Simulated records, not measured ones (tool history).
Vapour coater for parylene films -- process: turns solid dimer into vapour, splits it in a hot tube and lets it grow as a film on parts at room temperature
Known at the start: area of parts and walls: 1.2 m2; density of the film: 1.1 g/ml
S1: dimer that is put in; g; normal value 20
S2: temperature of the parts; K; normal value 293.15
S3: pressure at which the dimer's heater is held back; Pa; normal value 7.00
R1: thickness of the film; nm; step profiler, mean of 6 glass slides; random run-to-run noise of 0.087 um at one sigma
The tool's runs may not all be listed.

| run | hour | S1 | S2 | S3 | R1 |
|---|---|---|---|---|---|
| 1 | 0.0 | 20 | 293.15 | 7.00 | 10850 |
| 2 | 19.5 | 20 | 293.15 | 7.00 | 10910 |
|  | 63.5 | trap's valve overhauled |
| 3 | 64.0 | 20 | 294.15 | 7.00 | 11350 |
| 4 | 104.5 | 20 | 294.15 | 7.00 | 11210 |
| 5 | 143.0 | 20 | 293.15 | 7.00 | 11370 |
| 6 | 166.2 | 20 | 293.15 | 7.00 | 11390 |
| 7 | 200.2 | 20 | 293.15 | 7.00 | 11080 |
| 8 | 232.1 | 20 | 293.15 | 7.00 | 11230 |
| 9 | 250.4 | 20 | 293.15 | 7.00 | 11250 |
| 10 | 283.5 | 20 | 293.15 | 7.00 | 11030 |
| 11 | 302.2 | 20 | 293.15 | 7.00 | 11020 |
| 12 | 333.0 | 20 | 293.15 | 7.00 | 11030 |
| 13 | 355.8 | 20 | 293.15 | 7.00 | 10900 |
| 14 | 383.6 | 20 | 293.15 | 7.78 | 10830 |
| 15 | 401.7 | 20 | 293.15 | 6.15 | 10890 |
|  | 412.0 | trap's valve overhauled |
| 16 | 429.4 | 20 | 293.15 | 7.00 | 11420 |
| 17 | 466.7 | 20 | 293.15 | 7.00 | 11380 |
| 18 | 496.6 | 20 | 293.15 | 7.00 | 11310 |
| 19 | 522.3 | 20 | 293.15 | 7.00 | 11230 |
| 20 | 558.0 | 20 | 293.15 | 7.00 | 11310 |
| 21 | 594.9 | 20 | 293.15 | 7.00 | 11210 |
| 22 | 618.1 | 20 | 292.15 | 7.00 | 11380 |
| 23 | 641.8 | 20 | 292.15 | 7.00 | 11370 |
| 24 | 672.7 | 20 | 292.15 | 7.00 | 11340 |
| 25 | 695.2 | 9 | 289.15 | 7.47 | 5370 |
| 26 | 725.9 | 9 | 288.15 | 2.57 | 5890 |
|  | 761.7 | trap's valve overhauled |
| 27 | 769.0 | 24 | 293.15 | 7.00 | 14020 |
| 28 | 796.6 | 31 | 295.15 | 6.18 | 17360 |
| 29 | 832.3 | 9 | 291.15 | 8.20 | 5330 |
| 30 | 868.8 | 15 | 302.15 | 3.13 | 7590 |
| 31 | 904.6 | 15 | 302.15 | 3.13 | 7450 |
| 32 | 932.8 | 15 | 302.15 | 3.13 | 7440 |
| 33 | 951.8 | 11 | 297.15 | 4.36 | 5900 |
| 34 | 970.9 | 20 | 297.15 | 5.62 | 10560 |
| 35 | 1005.3 | 10 | 289.15 | 4.83 | 6280 |
| 36 | 1039.0 | 34 | 289.15 | 2.83 | 21930 |
| 37 | 1076.9 | 10 | 291.15 | 2.83 | 6090 |
|  | 1109.4 | trap's valve overhauled |
| 38 | 1122.6 | 9 | 298.15 | 5.19 | 4810 |
| 39 | 1156.5 | 9 | 298.15 | 5.19 | 4820 |
| 40 | 1185.3 | 9 | 298.15 | 5.19 | 4710 |
| 41 | 1204.1 | 20 | 303.15 | 4.25 | 9580 |

5 options for the next run, each taken on its own from the tool as it stands now. Forecast them:
| A | 1238.1 | 20 | 300.15 | 7.52 | ? |
| B | 1238.1 | 31 | 303.15 | 5.28 | ? |
| C | 1238.1 | 20 | 294.15 | 4.28 | ? |
| D | 1238.1 | 11 | 299.15 | 5.74 | ? |
| E | 1238.1 | 27 | 303.15 | 2.65 | ? |

| run | R1 |
|---|---|
| A | 9570 |
| B | 14640 |
| C | 11570 |
| D | 5560 |
| E | 13270 |
What these runs would have given with no unlogged condition in the tool:
| run | R1 |
|---|---|
| A | 9800 |
| B | 15000 |
| C | 11850 |
| D | 5690 |
| E | 13590 |
